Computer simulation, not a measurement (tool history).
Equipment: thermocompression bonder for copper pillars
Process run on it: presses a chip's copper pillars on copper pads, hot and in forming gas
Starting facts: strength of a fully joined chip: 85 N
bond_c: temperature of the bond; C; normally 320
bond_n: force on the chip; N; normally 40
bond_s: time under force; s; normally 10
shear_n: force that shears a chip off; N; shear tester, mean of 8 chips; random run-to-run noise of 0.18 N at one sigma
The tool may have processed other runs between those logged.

| run | hour | bond_c | bond_n | bond_s | shear_n |
|---|---|---|---|---|---|
| 1 | 0.0 | 320 | 40 | 10 | 54.5 |
| 2 | 46.3 | 320 | 40 | 13 | 60.1 |
| 3 | 96.1 | 320 | 40 | 13 | 59.5 |
| 4 | 143.6 | 320 | 45 | 10 | 58.3 |
| 5 | 187.5 | 320 | 45 | 10 | 59.5 |
| 6 | 220.3 | 320 | 45 | 10 | 59.8 |
| 7 | 277.0 | 320 | 45 | 10 | 58.6 |
| 8 | 308.0 | 320 | 40 | 10 | 54.6 |
| 9 | 354.7 | 320 | 40 | 10 | 56.3 |
| 10 | 420.7 | 325 | 40 | 10 | 57.8 |
| 11 | 479.4 | 325 | 40 | 10 | 57.1 |
| 12 | 524.1 | 325 | 40 | 10 | 58.9 |
| 13 | 561.5 | 325 | 28 | 10 | 48.0 |
| 14 | 624.2 | 336 | 40 | 10 | 62.0 |
| 15 | 686.8 | 336 | 40 | 10 | 64.3 |
| 16 | 720.8 | 336 | 40 | 10 | 63.7 |
| 17 | 753.3 | 320 | 36 | 10 | 52.3 |
| 18 | 783.6 | 327 | 40 | 10 | 58.4 |
| 19 | 851.7 | 327 | 40 | 10 | 60.0 |
| 20 | 914.8 | 327 | 40 | 10 | 59.0 |
| 21 | 968.6 | 317 | 40 | 5 | 45.4 |
| 22 | 1039.3 | 317 | 40 | 5 | 44.5 |
| 23 | 1076.7 | 317 | 40 | 5 | 41.5 |
| 24 | 1117.8 | 296 | 32 | 27 | 51.3 |
| 25 | 1182.1 | 320 | 36 | 13 | 55.3 |
| 26 | 1238.2 | 329 | 39 | 5 | 46.4 |
| 27 | 1302.9 | 329 | 39 | 5 | 53.7 |
| 28 | 1352.8 | 320 | 57 | 29 | 75.4 |
| 29 | 1410.5 | 320 | 30 | 6 | 36.6 |
| 30 | 1480.2 | 314 | 30 | 6 | 35.0 |
| 31 | 1545.4 | 306 | 40 | 10 | 45.5 |
| 32 | 1588.5 | 306 | 40 | 10 | 44.7 |
| 33 | 1647.6 | 320 | 40 | 12 | 56.3 |
| 34 | 1682.0 | 297 | 51 | 11 | 49.6 |
| 35 | 1723.8 | 297 | 51 | 11 | 48.9 |
| 36 | 1772.7 | 321 | 40 | 29 | 70.6 |
| 37 | 1816.0 | 322 | 35 | 11 | 52.3 |
| 38 | 1869.5 | 333 | 46 | 22 | 72.8 |

The log once held 15 entries between its listed runs, left out of this copy. Where does each go, and what is different about the tool's unlogged condition between the listed run before it and the listed run after it?
Run 1 -> run 2: forming gas filter changed (hour 10.4)
  true temperature of the bond over the reading, C: 6.1 -> 6.4; force that reaches the chip, % of what is set: 97.5 -> 97.1; oxide that the forming gas leaves, % of the face: 4.94 -> 1.66
  measured result minus the result with no hidden state, shear_n: -0.2 -> +1.7 N
Run 4 -> run 5: forming gas filter changed (hour 168.8)
  true temperature of the bond over the reading, C: 6.9 -> 7.2; force that reaches the chip, % of what is set: 96.4 -> 96.1; oxide that the forming gas leaves, % of the face: 4.56 -> 1.24
  measured result minus the result with no hidden state, shear_n: +0.0 -> +2.1 N
Run 8 -> run 9: forming gas filter changed (hour 325.5)
  true temperature of the bond over the reading, C: 7.9 -> 8.2; force that reaches the chip, % of what is set: 95.3 -> 94.9; oxide that the forming gas leaves, % of the face: 4.68 -> 1.56
  measured result minus the result with no hidden state, shear_n: +0.2 -> +2.1 N
Run 11 -> run 12: forming gas filter changed (hour 486.2)
  true temperature of the bond over the reading, C: 9 -> 9.2; force that reaches the chip, % of what is set: 94 -> 93.7; oxide that the forming gas leaves, % of the face: 5.23 -> 1.83
  measured result minus the result with no hidden state, shear_n: -0.1 -> +1.9 N
Run 14 -> run 15: forming gas filter changed (hour 646.6)
  true temperature of the bond over the reading, C: 9.8 -> 10.2; force that reaches the chip, % of what is set: 92.9 -> 92.5; oxide that the forming gas leaves, % of the face: 4.91 -> 1.68
  measured result minus the result with no hidden state, shear_n: -0.4 -> +1.7 N
Run 18 -> run 19: forming gas filter changed (hour 801.9)
  true temperature of the bond over the reading, C: 10.8 -> 11.2; force that reaches the chip, % of what is set: 91.8 -> 91.3; oxide that the forming gas leaves, % of the face: 4.61 -> 2.11
  measured result minus the result with no hidden state, shear_n: +0.3 -> +1.9 N
Run 20 -> run 21: forming gas filter changed (hour 960.8)
  true temperature of the bond over the reading, C: 11.6 -> 11.9; force that reaches the chip, % of what is set: 90.9 -> 90.4; oxide that the forming gas leaves, % of the face: 3.62 -> 0.87
  measured result minus the result with no hidden state, shear_n: +1.0 -> +2.9 N
Run 22 -> run 23: force cell calibrated (hour 1068.9)
  true temperature of the bond over the reading, C: 12.3 -> 12.5; force that reaches the chip, % of what is set: 89.9 -> 82.9; oxide that the forming gas leaves, % of the face: 2.98 -> 3.96
  measured result minus the result with no hidden state, shear_n: +1.9 -> -0.6 N
Run 23 -> run 24: forming gas filter changed (hour 1117.8)
  true temperature of the bond over the reading, C: 12.5 -> 12.8; force that reaches the chip, % of what is set: 82.9 -> 82.6; oxide that the forming gas leaves, % of the face: 3.96 -> 0.53
  measured result minus the result with no hidden state, shear_n: -0.6 -> +1.3 N
Run 26 -> run 27: forming gas filter changed (hour 1276.7); force cell calibrated, once more (hour 1283.8)
  true temperature of the bond over the reading, C: 13.5 -> 13.9; force that reaches the chip, % of what is set: 81.6 -> 99.2; oxide that the forming gas leaves, % of the face: 4.09 -> 1.18
  measured result minus the result with no hidden state, shear_n: -1.1 -> +6.2 N
Run 27 -> run 28: heater calibrated with a thermocouple chip (hour 1322.7)
  true temperature of the bond over the reading, C: 13.9 -> 0.4; force that reaches the chip, % of what is set: 99.2 -> 98.8; oxide that the forming gas leaves, % of the face: 1.18 -> 2.66
  measured result minus the result with no hidden state, shear_n: +6.2 -> -1.7 N
Run 29 -> run 30: forming gas filter changed (hour 1436.9)
  true temperature of the bond over the reading, C: 0.8 -> 1.2; force that reaches the chip, % of what is set: 98.4 -> 97.9; oxide that the forming gas leaves, % of the face: 4.45 -> 1.76
  measured result minus the result with no hidden state, shear_n: -1.6 -> -0.5 N
Run 32 -> run 33: forming gas filter changed (hour 1596.5)
  true temperature of the bond over the reading, C: 1.8 -> 2.2; force that reaches the chip, % of what is set: 97.1 -> 96.6; oxide that the forming gas leaves, % of the face: 5.09 -> 2.04
  measured result minus the result with no hidden state, shear_n: -2.1 -> -0.8 N
Run 35 -> run 36: forming gas filter changed (hour 1753.3)
  true temperature of the bond over the reading, C: 2.7 -> 3; force that reaches the chip, % of what is set: 96.1 -> 95.8; oxide that the forming gas leaves, % of the face: 4.14 -> 1.04
  measured result minus the result with no hidden state, shear_n: -1.5 -> -0.2 N
